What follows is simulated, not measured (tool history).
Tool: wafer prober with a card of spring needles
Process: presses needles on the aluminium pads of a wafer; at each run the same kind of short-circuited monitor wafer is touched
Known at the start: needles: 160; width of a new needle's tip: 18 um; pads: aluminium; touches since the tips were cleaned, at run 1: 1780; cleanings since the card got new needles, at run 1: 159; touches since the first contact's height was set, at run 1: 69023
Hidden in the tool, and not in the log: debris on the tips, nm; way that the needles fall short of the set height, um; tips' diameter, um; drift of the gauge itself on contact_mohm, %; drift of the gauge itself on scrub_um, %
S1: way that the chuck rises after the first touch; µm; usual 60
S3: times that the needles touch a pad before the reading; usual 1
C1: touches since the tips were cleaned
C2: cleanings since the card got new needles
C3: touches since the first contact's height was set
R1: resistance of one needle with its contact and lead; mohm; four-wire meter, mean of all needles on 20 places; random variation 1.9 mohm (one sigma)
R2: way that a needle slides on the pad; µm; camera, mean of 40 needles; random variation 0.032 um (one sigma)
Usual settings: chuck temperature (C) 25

Run 1, hour 0.0: usual settings; C1 1780; C2 159; C3 69023. Result: R1 207 mohm, R2 10.80 µm.
At hour 3.7: tips cleaned on abrasive film.
At hour 12.8: tips cleaned on abrasive film.
At hour 21.8: tips cleaned on abrasive film.
At hour 30.8: tips cleaned on abrasive film.
At hour 38.0: tips cleaned on abrasive film.
At hour 47.1: tips cleaned on abrasive film.
At hour 56.1: tips cleaned on abrasive film.
At hour 65.1: tips cleaned on abrasive film.
At hour 74.1: tips cleaned on abrasive film.
At hour 83.2: tips cleaned on abrasive film.
At hour 90.5: tips cleaned on abrasive film.
Run 2, hour 90.5: usual settings; C1 0; C2 170; C3 113341. Result: R1 212 mohm, R2 10.78 µm.
At hour 99.5: tips cleaned on abrasive film.
At hour 106.7: tips cleaned on abrasive film.
At hour 115.8: tips cleaned on abrasive film.
At hour 124.8: tips cleaned on abrasive film.
At hour 133.8: tips cleaned on abrasive film.
At hour 142.8: tips cleaned on abrasive film.
At hour 151.9: tips cleaned on abrasive film.
Run 3, hour 158.4: usual settings; C1 3235; C2 177; C3 146643. Result: R1 207 mohm, R2 10.76 µm.
At hour 160.3: tips cleaned on abrasive film.
At hour 169.3: tips cleaned on abrasive film.
At hour 169.6: height of the first contact set anew.
At hour 178.6: tips cleaned on abrasive film.
At hour 187.6: tips cleaned on abrasive film.
At hour 196.7: tips cleaned on abrasive film.
At hour 203.9: tips cleaned on abrasive film.
At hour 212.9: tips cleaned on abrasive film.
At hour 221.9: tips cleaned on abrasive film.
Run 4, hour 221.9: usual settings but chuck temperature (C) 111; C1 0; C2 185; C3 25610. Result: R1 228 mohm, R2 10.73 µm.
At hour 230.9: tips cleaned on abrasive film.
At hour 238.1: tips cleaned on abrasive film.
At hour 247.1: tips cleaned on abrasive film.
At hour 254.4: tips cleaned on abrasive film.
At hour 263.4: tips cleaned on abrasive film.
At hour 272.4: tips cleaned on abrasive film.
At hour 281.5: tips cleaned on abrasive film.
At hour 290.5: tips cleaned on abrasive film.
At hour 299.5: tips cleaned on abrasive film.
At hour 306.7: tips cleaned on abrasive film.
At hour 315.8: tips cleaned on abrasive film.
Run 5, hour 318.1: usual settings but chuck temperature (C) 111; C1 1139; C2 196; C3 72758. Result: R1 225 mohm, R2 10.69 µm.
At hour 323.5: tips cleaned on abrasive film.
At hour 332.5: tips cleaned on abrasive film.
At hour 341.6: tips cleaned on abrasive film.
At hour 348.8: tips cleaned on abrasive film.
At hour 357.8: tips cleaned on abrasive film.
At hour 365.1: tips cleaned on abrasive film.
At hour 374.1: tips cleaned on abrasive film.
At hour 381.3: tips cleaned on abrasive film.
At hour 390.4: tips cleaned on abrasive film.
At hour 397.6: tips cleaned on abrasive film.
At hour 406.6: tips cleaned on abrasive film.
Run 6, hour 407.8: usual settings but chuck temperature (C) 111; C1 575; C2 207; C3 116687. Result: R1 230 mohm, R2 10.71 µm.
At hour 415.0: tips cleaned on abrasive film.
At hour 424.1: tips cleaned on abrasive film.
At hour 433.1: tips cleaned on abrasive film.
At hour 442.1: tips cleaned on abrasive film.
At hour 451.1: tips cleaned on abrasive film.
At hour 458.4: tips cleaned on abrasive film.
At hour 467.4: tips cleaned on abrasive film.
At hour 474.6: tips cleaned on abrasive film.
Run 7, hour 477.9: usual settings; C1 1629; C2 215; C3 151052. Result: R1 206 mohm, R2 10.72 µm.
At hour 480.0: height of the first contact set anew.
At hour 483.7: tips cleaned on abrasive film.
At hour 492.7: tips cleaned on abrasive film.
At hour 501.7: tips cleaned on abrasive film.
At hour 509.0: tips cleaned on abrasive film.
At hour 518.0: tips cleaned on abrasive film.
At hour 525.2: tips cleaned on abrasive film.
At hour 534.2: tips cleaned on abrasive film.
At hour 541.5: tips cleaned on abrasive film.
Run 8, hour 546.3: usual settings; C1 2366; C2 223; C3 32449. Result: R1 207 mohm, R2 10.71 µm.
At hour 549.9: tips cleaned on abrasive film.
At hour 559.0: tips cleaned on abrasive film.
At hour 568.0: tips cleaned on abrasive film.
At hour 577.0: tips cleaned on abrasive film.
At hour 586.0: tips cleaned on abrasive film.
At hour 593.3: tips cleaned on abrasive film.
At hour 602.3: tips cleaned on abrasive film.
At hour 611.3: tips cleaned on abrasive film.
At hour 620.3: tips cleaned on abrasive film.
Run 9, hour 621.7: usual settings but chuck temperature (C) 29; C1 686; C2 232; C3 69412. Result: R1 207 mohm, R2 10.63 µm.
At hour 629.0: tips cleaned on abrasive film.
At hour 638.0: tips cleaned on abrasive film.
At hour 645.2: tips cleaned on abrasive film.
At hour 654.3: tips cleaned on abrasive film.
At hour 661.5: tips cleaned on abrasive film.
At hour 670.5: tips cleaned on abrasive film.
At hour 679.5: tips cleaned on abrasive film.
At hour 688.6: tips cleaned on abrasive film.
At hour 695.9: tips cleaned on abrasive film.
Run 10, hour 695.9: usual settings but chuck temperature (C) 103; C1 0; C2 241; C3 105735. Result: R1 227 mohm, R2 10.61 µm.
At hour 703.1: tips cleaned on abrasive film.
At hour 712.2: tips cleaned on abrasive film.
At hour 721.2: tips cleaned on abrasive film.
At hour 730.2: tips cleaned on abrasive film.
At hour 739.2: tips cleaned on abrasive film.
At hour 748.3: tips cleaned on abrasive film.
At hour 755.5: tips cleaned on abrasive film.
At hour 763.3: tips cleaned on abrasive film.
Run 11, hour 763.3: usual settings but S1 51 µm, chuck temperature (C) 63, S3 2; C1 0; C2 249; C3 138727. Result: R1 220 mohm, R2 9.04 µm.
At hour 770.5: tips cleaned on abrasive film.
At hour 779.5: tips cleaned on abrasive film.
At hour 786.8: tips cleaned on abrasive film.
At hour 790.6: height of the first contact set anew.
At hour 796.1: tips cleaned on abrasive film.
At hour 803.3: tips cleaned on abrasive film.
At hour 812.4: tips cleaned on abrasive film.
At hour 821.4: tips cleaned on abrasive film.
At hour 828.6: tips cleaned on abrasive film.
At hour 837.6: tips cleaned on abrasive film.
At hour 846.7: tips cleaned on abrasive film.
Run 12, hour 848.2: usual settings but S1 51 µm, chuck temperature (C) 63, S3 2; C1 772; C2 259; C3 28201. Result: R1 221 mohm, R2 9.04 µm.
At hour 855.5: tips cleaned on abrasive film.
At hour 864.5: tips cleaned on abrasive film.
At hour 873.5: tips cleaned on abrasive film.
At hour 882.5: tips cleaned on abrasive film.
Run 13, hour 889.5: usual settings but S1 43 µm; C1 3473; C2 263; C3 48486. Result: R1 215 mohm, R2 7.61 µm.
At hour 891.4: tips cleaned on abrasive film.
At hour 900.5: tips cleaned on abrasive film.
At hour 909.5: tips cleaned on abrasive film.
At hour 918.5: tips cleaned on abrasive film.
At hour 927.5: tips cleaned on abrasive film.
At hour 936.6: tips cleaned on abrasive film.
At hour 945.6: tips cleaned on abrasive film.
At hour 954.6: tips cleaned on abrasive film.
At hour 963.6: tips cleaned on abrasive film.
At hour 971.8: tips cleaned on abrasive film.
Run 14, hour 971.8: usual settings but S1 43 µm, chuck temperature (C) 94, S3 2; C1 0; C2 273; C3 88756. Result: R1 230 mohm, R2 7.60 µm.
At hour 980.8: tips cleaned on abrasive film.
At hour 989.8: tips cleaned on abrasive film.
At hour 997.1: tips cleaned on abrasive film.
At hour 1006.1: tips cleaned on abrasive film.
Run 15, hour 1012.6: usual settings but S1 43 µm, chuck temperature (C) 94, S3 2; C1 3218; C2 277; C3 108783. Result: R1 231 mohm, R2 7.59 µm.
At hour 1014.5: tips cleaned on abrasive film.
At hour 1021.7: tips cleaned on abrasive film.
At hour 1030.7: tips cleaned on abrasive film.
At hour 1039.8: tips cleaned on abrasive film.
At hour 1048.8: tips cleaned on abrasive film.
At hour 1057.8: tips cleaned on abrasive film.
Run 16, hour 1063.9: usual settings but S1 43 µm, chuck temperature (C) 57; C1 3041; C2 283; C3 133943. Result: R1 222 mohm, R2 7.59 µm.
At hour 1065.8: tips cleaned on abrasive film.
At hour 1074.8: tips cleaned on abrasive film.
At hour 1083.9: tips cleaned on abrasive film.
At hour 1092.9: tips cleaned on abrasive film.
At hour 1101.9: tips cleaned on abrasive film.
At hour 1102.2: height of the first contact set anew.
At hour 1111.2: tips cleaned on abrasive film.
At hour 1120.3: tips cleaned on abrasive film.
At hour 1129.3: tips cleaned on abrasive film.
At hour 1138.3: tips cleaned on abrasive film.
At hour 1147.3: tips cleaned on abrasive film.
Run 17, hour 1150.7: usual settings but S1 42 µm, chuck temperature (C) 57, S3 2; C1 1657; C2 293; C3 23776. Result: R1 222 mohm, R2 7.38 µm.
At hour 1156.1: tips cleaned on abrasive film.
At hour 1163.4: tips cleaned on abrasive film.
At hour 1172.4: tips cleaned on abrasive film.
At hour 1179.6: tips cleaned on abrasive film.
At hour 1188.7: tips cleaned on abrasive film.
At hour 1195.9: tips cleaned on abrasive film.
At hour 1204.9: tips cleaned on abrasive film.
At hour 1214.0: tips cleaned on abrasive film.
At hour 1223.0: tips cleaned on abrasive film.
At hour 1232.0: tips cleaned on abrasive film.
At hour 1241.0: tips cleaned on abrasive film.
Run 18, hour 1241.6: usual settings but S1 42 µm, chuck temperature (C) 57, S3 2; C1 276; C2 304; C3 68290. Result: R1 221 mohm, R2 7.41 µm.
At hour 1248.8: tips cleaned on abrasive film.
At hour 1257.8: tips cleaned on abrasive film.
At hour 1265.1: tips cleaned on abrasive film.
At hour 1274.1: tips cleaned on abrasive film.
At hour 1281.3: tips cleaned on abrasive film.
At hour 1290.4: tips cleaned on abrasive film.
At hour 1297.6: tips cleaned on abrasive film.
Run 19, hour 1298.3: usual settings but S1 42 µm, chuck temperature (C) 57, S3 2; C1 326; C2 311; C3 96043. Result: R1 223 mohm, R2 7.42 µm.
At hour 1305.5: tips cleaned on abrasive film.
At hour 1314.5: tips cleaned on abrasive film.
At hour 1323.6: tips cleaned on abrasive film.
At hour 1332.6: tips cleaned on abrasive film.
At hour 1341.6: tips cleaned on abrasive film.
At hour 1348.8: tips cleaned on abrasive film.
At hour 1357.9: tips cleaned on abrasive film.
Run 20, hour 1359.8: usual settings but S1 44 µm, chuck temperature (C) 66; C1 940; C2 318; C3 126182. Result: R1 226 mohm, R2 7.75 µm.

Forecast each of these 3 alternatives for the next run:
At hour 1365.2: tips cleaned on abrasive film.
At hour 1374.2: tips cleaned on abrasive film.
At hour 1383.2: tips cleaned on abrasive film.
At hour 1392.3: tips cleaned on abrasive film.
At hour 1401.3: tips cleaned on abrasive film.
At hour 1408.5: tips cleaned on abrasive film.
At hour 1412.4: height of the first contact set anew.
At hour 1417.9: tips cleaned on abrasive film.
At hour 1426.9: tips cleaned on abrasive film.
Run A, hour 1430.5: usual settings but S1 44 µm, chuck temperature (C) 97; C1 1810; C2 326; C3 8888. Result: R1 ?, R2 ?.
At hour 1365.2: tips cleaned on abrasive film.
At hour 1374.2: tips cleaned on abrasive film.
At hour 1383.2: tips cleaned on abrasive film.
At hour 1392.3: tips cleaned on abrasive film.
At hour 1401.3: tips cleaned on abrasive film.
At hour 1408.5: tips cleaned on abrasive film.
At hour 1412.4: height of the first contact set anew.
At hour 1417.9: tips cleaned on abrasive film.
At hour 1426.9: tips cleaned on abrasive film.
Run B, hour 1430.5: usual settings but S1 40 µm, chuck temperature (C) 65, S3 3; C1 1810; C2 326; C3 8888. Result: R1 ?, R2 ?.
At hour 1365.2: tips cleaned on abrasive film.
At hour 1374.2: tips cleaned on abrasive film.
At hour 1383.2: tips cleaned on abrasive film.
At hour 1392.3: tips cleaned on abrasive film.
At hour 1401.3: tips cleaned on abrasive film.
At hour 1408.5: tips cleaned on abrasive film.
At hour 1412.4: height of the first contact set anew.
At hour 1417.9: tips cleaned on abrasive film.
At hour 1426.9: tips cleaned on abrasive film.
Run C, hour 1430.5: usual settings but S1 44 µm, chuck temperature (C) 66, S3 2; C1 1810; C2 326; C3 8888. Result: R1 ?, R2 ?.

run   R1    R2
  A  229  7.78
  B  229  7.04
  C  222  7.75
Without the tool's hidden state the same runs would have given:
run   R1    R2
  A  229  7.93
  B  229  7.17
  C  222  7.89

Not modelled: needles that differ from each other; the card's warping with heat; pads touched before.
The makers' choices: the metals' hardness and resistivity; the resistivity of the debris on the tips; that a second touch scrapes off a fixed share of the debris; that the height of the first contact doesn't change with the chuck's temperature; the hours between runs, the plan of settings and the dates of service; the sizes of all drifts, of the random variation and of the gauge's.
